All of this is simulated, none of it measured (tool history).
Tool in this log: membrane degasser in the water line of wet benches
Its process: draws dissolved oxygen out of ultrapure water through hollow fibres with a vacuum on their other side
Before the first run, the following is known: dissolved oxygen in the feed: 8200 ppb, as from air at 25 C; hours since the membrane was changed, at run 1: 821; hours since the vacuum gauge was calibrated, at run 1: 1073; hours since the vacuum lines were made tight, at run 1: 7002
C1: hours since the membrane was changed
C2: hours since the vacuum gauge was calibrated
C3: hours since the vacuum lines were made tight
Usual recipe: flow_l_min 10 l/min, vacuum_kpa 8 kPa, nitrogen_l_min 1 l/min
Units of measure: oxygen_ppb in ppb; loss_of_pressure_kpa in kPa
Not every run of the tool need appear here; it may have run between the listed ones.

Run 1, hour 0: usual settings; C1 821; C2 1073; C3 7002. Result: oxygen_ppb 217.5 ppb, loss_of_pressure_kpa 29.13 kPa.
Run 2, hour 64.3: usual settings; C1 885; C2 1138; C3 7067. Result: oxygen_ppb 216.8 ppb, loss_of_pressure_kpa 29.02 kPa.
Run 3, hour 114.8: usual settings; C1 935; C2 1188; C3 7117. Result: oxygen_ppb 218.1 ppb, loss_of_pressure_kpa 29.17 kPa.
Run 4, hour 150.2: usual settings but nitrogen_l_min 1.23 l/min; C1 971; C2 1224; C3 7153. Result: oxygen_ppb 197.7 ppb, loss_of_pressure_kpa 29.13 kPa.
Run 5, hour 186.3: usual settings but nitrogen_l_min 1.23 l/min; C1 1007; C2 1260; C3 7189. Result: oxygen_ppb 201.1 ppb, loss_of_pressure_kpa 29.1 kPa.
Run 6, hour 228: usual settings; C1 1049; C2 1301; C3 7230. Result: oxygen_ppb 223.2 ppb, loss_of_pressure_kpa 28.94 kPa.
Run 7, hour 283.8: usual settings but nitrogen_l_min 2.77 l/min; C1 1104; C2 1357; C3 7286. Result: oxygen_ppb 149.1 ppb, loss_of_pressure_kpa 29.07 kPa.
Run 8, hour 340.8: usual settings but nitrogen_l_min 2.77 l/min; C1 1161; C2 1414; C3 7343. Result: oxygen_ppb 147.2 ppb, loss_of_pressure_kpa 29.38 kPa.
At hour 345.5: vacuum gauge calibrated.
Run 9, hour 392.5: usual settings but flow_l_min 15 l/min, vacuum_kpa 6.07 kPa, nitrogen_l_min 2.44 l/min; C1 1213; C2 47; C3 7394. Result: oxygen_ppb 287.2 ppb, loss_of_pressure_kpa 43.65 kPa.
Run 10, hour 438.2: usual settings but flow_l_min 11 l/min, vacuum_kpa 19.34 kPa, nitrogen_l_min 0.74 l/min; C1 1258; C2 93; C3 7440. Result: oxygen_ppb 660.9 ppb, loss_of_pressure_kpa 32.22 kPa.
Run 11, hour 481.8: usual settings but flow_l_min 11 l/min, vacuum_kpa 10.83 kPa, nitrogen_l_min 0.83 l/min; C1 1302; C2 136; C3 7484. Result: oxygen_ppb 363.8 ppb, loss_of_pressure_kpa 32.25 kPa.
At hour 498.8: vacuum gauge calibrated, once more.
Run 12, hour 536.6: usual settings but flow_l_min 11 l/min, vacuum_kpa 15.11 kPa; C1 1356; C2 38; C3 7538. Result: oxygen_ppb 431.8 ppb, loss_of_pressure_kpa 31.93 kPa.
Run 13, hour 593.7: usual settings but flow_l_min 11 l/min, vacuum_kpa 15.11 kPa; C1 1413; C2 95; C3 7595. Result: oxygen_ppb 435.6 ppb, loss_of_pressure_kpa 32.06 kPa.

Forecast each of these 4 alternatives for the next run:
Run A, hour 658: usual settings but nitrogen_l_min 2.31 l/min; C1 1478; C2 159; C3 7659. Result: oxygen_ppb ?, loss_of_pressure_kpa ?.
Run B, hour 658: usual settings but flow_l_min 6 l/min, vacuum_kpa 15.49 kPa; C1 1478; C2 159; C3 7659. Result: oxygen_ppb ?, loss_of_pressure_kpa ?.
Run C, hour 658: usual settings but flow_l_min 11 l/min, vacuum_kpa 17.36 kPa, nitrogen_l_min 2.62 l/min; C1 1478; C2 159; C3 7659. Result: oxygen_ppb ?, loss_of_pressure_kpa ?.
Run D, hour 658: usual settings but flow_l_min 11 l/min, vacuum_kpa 13.83 kPa, nitrogen_l_min 1.89 l/min; C1 1478; C2 159; C3 7659. Result: oxygen_ppb ?, loss_of_pressure_kpa ?.

run  oxygen_ppb  loss_of_pressure_kpa
  A       157.7                 29.11
  B       217.9                 17.36
  C       275.2                 32.05
  D         284                  32.2
Stripped of hidden state, with their random variation kept, the same runs would have yielded:
run  oxygen_ppb  loss_of_pressure_kpa
  A       152.7                 28.99
  B       200.4                 17.29
  C         265                 31.91
  D       273.8                 32.07

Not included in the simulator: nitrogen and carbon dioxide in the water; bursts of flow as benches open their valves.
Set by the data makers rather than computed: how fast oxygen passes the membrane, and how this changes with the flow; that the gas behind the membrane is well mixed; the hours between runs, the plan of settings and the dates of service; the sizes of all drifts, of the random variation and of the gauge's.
